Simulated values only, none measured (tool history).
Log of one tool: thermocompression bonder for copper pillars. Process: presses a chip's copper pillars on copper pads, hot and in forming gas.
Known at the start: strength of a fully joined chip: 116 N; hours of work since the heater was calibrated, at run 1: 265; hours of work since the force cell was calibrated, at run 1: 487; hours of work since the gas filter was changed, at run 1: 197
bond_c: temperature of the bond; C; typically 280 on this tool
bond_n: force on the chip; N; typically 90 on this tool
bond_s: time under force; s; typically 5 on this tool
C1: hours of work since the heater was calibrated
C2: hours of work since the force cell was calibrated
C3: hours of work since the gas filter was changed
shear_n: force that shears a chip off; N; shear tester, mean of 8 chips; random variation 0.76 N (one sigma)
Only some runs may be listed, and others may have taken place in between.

run 1 hour=0 | bond_c=280 bond_n=90 bond_s=5 | C1=265 C2=487 C3=197 | shear_n=53.3
run 2 hour=8.2 | bond_c=280 bond_n=90 bond_s=5 | C1=271 C2=493 C3=203 | shear_n=53.5
run 3 hour=17.3 | bond_c=280 bond_n=90 bond_s=5 | C1=277 C2=499 C3=210 | shear_n=52.8
run 4 hour=27.2 | bond_c=280 bond_n=90 bond_s=5 | C1=285 C2=507 C3=217 | shear_n=51.7
run 5 hour=34.7 | bond_c=280 bond_n=90 bond_s=5 | C1=290 C2=512 C3=223 | shear_n=53
run 6 hour=45.4 | bond_c=258 bond_n=90 bond_s=5 | C1=298 C2=520 C3=231 | shear_n=40.1
run 7 hour=49.8 | bond_c=258 bond_n=90 bond_s=5 | C1=301 C2=523 C3=234 | shear_n=38.8
run 8 hour=56.2 | bond_c=280 bond_n=90 bond_s=5 | C1=306 C2=528 C3=239 | shear_n=53.3
run 9 hour=64.4 | bond_c=280 bond_n=90 bond_s=5 | C1=312 C2=534 C3=245 | shear_n=52.4
run 10 hour=73.2 | bond_c=280 bond_n=90 bond_s=5 | C1=319 C2=540 C3=251 | shear_n=51.3
run 11 hour=80.8 | bond_c=280 bond_n=94 bond_s=5 | C1=324 C2=546 C3=257 | shear_n=55
-- hour=84.4 forming gas filter changed
run 12 hour=86.9 | bond_c=280 bond_n=77 bond_s=5 | C1=328 C2=550 C3=2 | shear_n=48.5
run 13 hour=92.1 | bond_c=280 bond_n=77 bond_s=5 | C1=332 C2=554 C3=6 | shear_n=48.7
run 14 hour=100.9 | bond_c=280 bond_n=77 bond_s=5 | C1=339 C2=560 C3=12 | shear_n=47.2
run 15 hour=107.4 | bond_c=280 bond_n=77 bond_s=5 | C1=343 C2=565 C3=17 | shear_n=49.3

The next listed run, before its measurement:
run 16 hour=114.4 | bond_c=280 bond_n=90 bond_s=5 | C1=349 C2=570 C3=22 | shear_n=?

{"run 16": {"shear_n": 53.4}}
Take away the tool's hidden state, keep the run-to-run variation as it was, and the same run would have given shear_n 56.7 N.

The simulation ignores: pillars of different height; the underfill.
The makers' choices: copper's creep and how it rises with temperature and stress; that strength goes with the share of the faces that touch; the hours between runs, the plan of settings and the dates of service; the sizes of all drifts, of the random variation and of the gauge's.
